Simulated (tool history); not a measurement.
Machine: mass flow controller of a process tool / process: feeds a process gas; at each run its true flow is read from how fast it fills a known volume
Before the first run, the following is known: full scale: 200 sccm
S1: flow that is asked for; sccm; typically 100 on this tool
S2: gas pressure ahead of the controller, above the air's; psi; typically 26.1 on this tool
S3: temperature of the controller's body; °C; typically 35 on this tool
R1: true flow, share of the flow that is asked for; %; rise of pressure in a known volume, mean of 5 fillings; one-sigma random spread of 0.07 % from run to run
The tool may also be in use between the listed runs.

| run | hour | S1 | S2 | S3 | R1 |
|---|---|---|---|---|---|
| 1 | 0.0 | 100 | 26.1 | 35 | 101.49 |
| 2 | 123.5 | 100 | 30.6 | 35 | 101.43 |
| 3 | 243.3 | 100 | 30.6 | 35 | 101.54 |
| 4 | 479.7 | 100 | 30.6 | 35 | 101.73 |
| 5 | 653.7 | 100 | 30.6 | 35 | 101.81 |
| 6 | 866.0 | 100 | 30.6 | 35 | 101.96 |
| 7 | 1000.3 | 25 | 26.1 | 35 | 108.10 |
| 8 | 1207.3 | 100 | 25.7 | 35 | 102.49 |
| 9 | 1360.6 | 100 | 25.7 | 35 | 102.56 |
| 10 | 1470.2 | 100 | 25.7 | 35 | 102.60 |
|  | 1565.9 | controller's zero set anew |
| 11 | 1581.7 | 100 | 25.7 | 35 | 100.32 |
| 12 | 1807.6 | 100 | 26.1 | 35 | 100.56 |
| 13 | 1973.2 | 100 | 26.1 | 35 | 100.64 |
| 14 | 2176.0 | 100 | 26.1 | 35 | 100.87 |
| 15 | 2359.2 | 100 | 26.1 | 35 | 100.95 |
| 16 | 2560.2 | 100 | 26.1 | 32 | 101.53 |
| 17 | 2770.3 | 100 | 26.1 | 32 | 101.64 |
| 18 | 2966.0 | 100 | 26.1 | 35 | 101.44 |
| 19 | 3155.7 | 100 | 26.1 | 35 | 101.59 |
| 20 | 3309.8 | 100 | 26.1 | 35 | 101.81 |
| 21 | 3508.9 | 100 | 26.1 | 35 | 101.77 |
| 22 | 3652.3 | 100 | 26.1 | 35 | 101.92 |
| 23 | 3755.3 | 100 | 26.1 | 35 | 101.91 |
| 24 | 3975.4 | 100 | 26.1 | 35 | 102.05 |
| 25 | 4103.0 | 33 | 25.2 | 35 | 103.55 |
| 26 | 4341.9 | 33 | 25.2 | 35 | 103.89 |

What does the tool deliver on the next run?
|  | 4454.6 | controller exchanged for a calibrated one |
| 27 | 4564.2 | 100 | 24.2 | 27 | ? |

{"run 27": {"R1": 98.87}}
On a tool with no hidden condition, and with the same random variation, this run would have come out at R1 98.88 %.
